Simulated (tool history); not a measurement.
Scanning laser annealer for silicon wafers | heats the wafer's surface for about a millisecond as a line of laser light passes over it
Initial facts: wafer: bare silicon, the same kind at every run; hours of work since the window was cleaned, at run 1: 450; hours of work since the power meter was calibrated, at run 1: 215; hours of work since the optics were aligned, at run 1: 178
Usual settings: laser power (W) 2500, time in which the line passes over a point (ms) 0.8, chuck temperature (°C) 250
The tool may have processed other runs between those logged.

run	day	laser power (W)	time in which the line passes over a point (ms)	chuck temperature (°C)	hours of work since the window was cleaned	hours of work since the power meter was calibrated	hours of work since the optics were aligned	highest temperature of the surface (°C)
1	0	2500	0.8	250	450	215	178	979
2	0.408	2500	0.8	250	455	220	183	978
3	0.862	2500	0.721	250	461	225	189	939
4	1.325	2500	0.721	250	466	231	194	938
5	1.667	2500	0.721	250	470	235	198	940
6	2.154	2500	0.721	250	476	241	204	941
7	2.65	2500	0.8	250	482	247	210	981
8	3.179	2500	0.8	250	488	253	216	978
9	3.533	2660	0.8	250	493	257	221	1041
10	3.908	2660	0.8	250	497	262	225	1040
11	4.279	2660	0.8	250	502	266	229	1036
12	4.875	2191	0.8	250	509	273	237	864
13	5.238	2191	0.8	250	513	278	241	865
14	5.538	2191	0.8	250	517	281	244	867
15	5.838	2191	0.8	250	520	285	248	865
16	6.358	2191	0.8	250	527	291	254	861
17	6.996	2717	0.625	220	534	299	262	918
18	7.35	2717	0.625	220	538	303	266	916
19	7.988	2717	0.625	220	546	311	274	915
20	8.312	2542	0.584	239	550	315	278	856
21	8.921	2721	0.867	283	557	322	285	1128
22	9.562	2721	0.867	213	565	329	293	1059
23	9.838	2391	0.733	248	568	333	296	899
24	10.154	2660	0.92	212	572	337	300	1063
25	10.696	2660	0.92	212	578	343	306	1062
26	11.046	2200	0.601	261	583	347	310	780
27	11.329	2545	0.911	237	586	351	314	1034
28	11.642	2500	0.684	264	590	354	318	922
29	11.938	2629	0.637	231	593	358	321	906
30	12.383	2494	0.925	236	599	363	326	1018
31	12.892	2580	0.787	250	605	369	332	991

Predict each of these 5 candidate next runs independently; none follows another, all start after run 31:
A	13.25	2720	0.787	240	609	374	337	?
B	13.25	2496	0.787	250	609	374	337	?
C	13.25	2199	0.787	250	609	374	337	?
D	13.25	2500	0.652	256	609	374	337	?
E	13.25	2445	0.8	270	609	374	337	?

run	highest temperature of the surface (°C)
A	1032
B	962
C	857
D	897
E	970
What these runs would have given with no unlogged condition in the tool:
run	highest temperature of the surface (°C)
A	1078
B	1003
C	892
D	934
E	1011
